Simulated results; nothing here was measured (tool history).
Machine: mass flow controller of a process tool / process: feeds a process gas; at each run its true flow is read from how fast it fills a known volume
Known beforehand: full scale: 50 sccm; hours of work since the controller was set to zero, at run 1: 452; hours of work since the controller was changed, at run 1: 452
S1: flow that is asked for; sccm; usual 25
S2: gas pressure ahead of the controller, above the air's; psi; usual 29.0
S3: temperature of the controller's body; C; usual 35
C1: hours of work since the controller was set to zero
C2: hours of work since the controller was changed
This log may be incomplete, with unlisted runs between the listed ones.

Run 1, day 0.000: usual settings; C1 452; C2 452. Result: true flow (%) 98.50.
Run 2, day 1.567: usual settings; C1 469; C2 469. Result: true flow (%) 98.50.
Run 3, day 3.075: usual settings; C1 485; C2 485. Result: true flow (%) 98.47.
Run 4, day 4.717: usual settings; C1 502; C2 502. Result: true flow (%) 98.44.
Run 5, day 6.988: usual settings; C1 526; C2 526. Result: true flow (%) 98.50.
Run 6, day 8.767: usual settings; C1 545; C2 545. Result: true flow (%) 98.53.
Run 7, day 11.329: usual settings; C1 572; C2 572. Result: true flow (%) 98.46.
Run 8, day 13.658: usual settings; C1 596; C2 596. Result: true flow (%) 98.48.
Run 9, day 16.742: usual settings; C1 629; C2 629. Result: true flow (%) 98.51.
Run 10, day 20.000: usual settings but S2 21.6 psi; C1 663; C2 663. Result: true flow (%) 98.64.
Run 11, day 23.054: usual settings but S2 21.6 psi; C1 695; C2 695. Result: true flow (%) 98.60.
Run 12, day 25.983: usual settings but S1 23 sccm, S2 34.2 psi; C1 726; C2 726. Result: true flow (%) 98.05.
Run 13, day 28.200: usual settings but S1 23 sccm, S2 34.2 psi; C1 749; C2 749. Result: true flow (%) 98.21.
Run 14, day 30.488: usual settings but S1 17 sccm, S2 39.0 psi; C1 774; C2 774. Result: true flow (%) 97.78.
Run 15, day 32.246: usual settings but S1 27 sccm, S2 38.0 psi, S3 21 C; C1 792; C2 792. Result: true flow (%) 99.40.
Run 16, day 35.196: usual settings but S1 31 sccm, S2 38.0 psi, S3 34 C; C1 823; C2 823. Result: true flow (%) 98.29.
Run 17, day 38.262: usual settings but S2 35.7 psi, S3 22 C; C1 855; C2 855. Result: true flow (%) 99.32.
Run 18, day 40.038: usual settings but S1 48 sccm, S2 21.3 psi, S3 27 C; C1 874; C2 874. Result: true flow (%) 99.77.
Run 19, day 43.446: usual settings but S1 5 sccm, S2 40.5 psi, S3 27 C; C1 910; C2 910. Result: true flow (%) 96.68.
Run 20, day 45.517: usual settings but S1 5 sccm, S2 40.5 psi, S3 27 C; C1 932; C2 932. Result: true flow (%) 96.61.

Each row is a separate what-if for the run after 20, all from the same tool condition, not one after another. Results?
Run A, day 47.379: usual settings but S1 8 sccm, S2 37.1 psi, S3 27 C; C1 952; C2 952. Result: true flow (%) ?.
Run B, day 47.379: usual settings but S1 5 sccm, S2 20.3 psi, S3 27 C; C1 952; C2 952. Result: true flow (%) ?.
Run C, day 47.379: usual settings but S1 5 sccm, S2 40.5 psi; C1 952; C2 952. Result: true flow (%) ?.
Run D, day 47.379: usual settings but S2 39.9 psi, S3 36 C; C1 952; C2 952. Result: true flow (%) ?.
Run E, day 47.379: usual settings but S1 39 sccm, S3 23 C; C1 952; C2 952. Result: true flow (%) ?.

run  true flow (%)
  A          97.47
  B          97.36
  C          95.72
  D          97.89
  E          99.73
The same runs, with their run-to-run variation unchanged, on a tool lacking any hidden condition would have given:
run  true flow (%)
  A          99.03
  B          99.80
  C          98.15
  D          98.44
  E         100.12
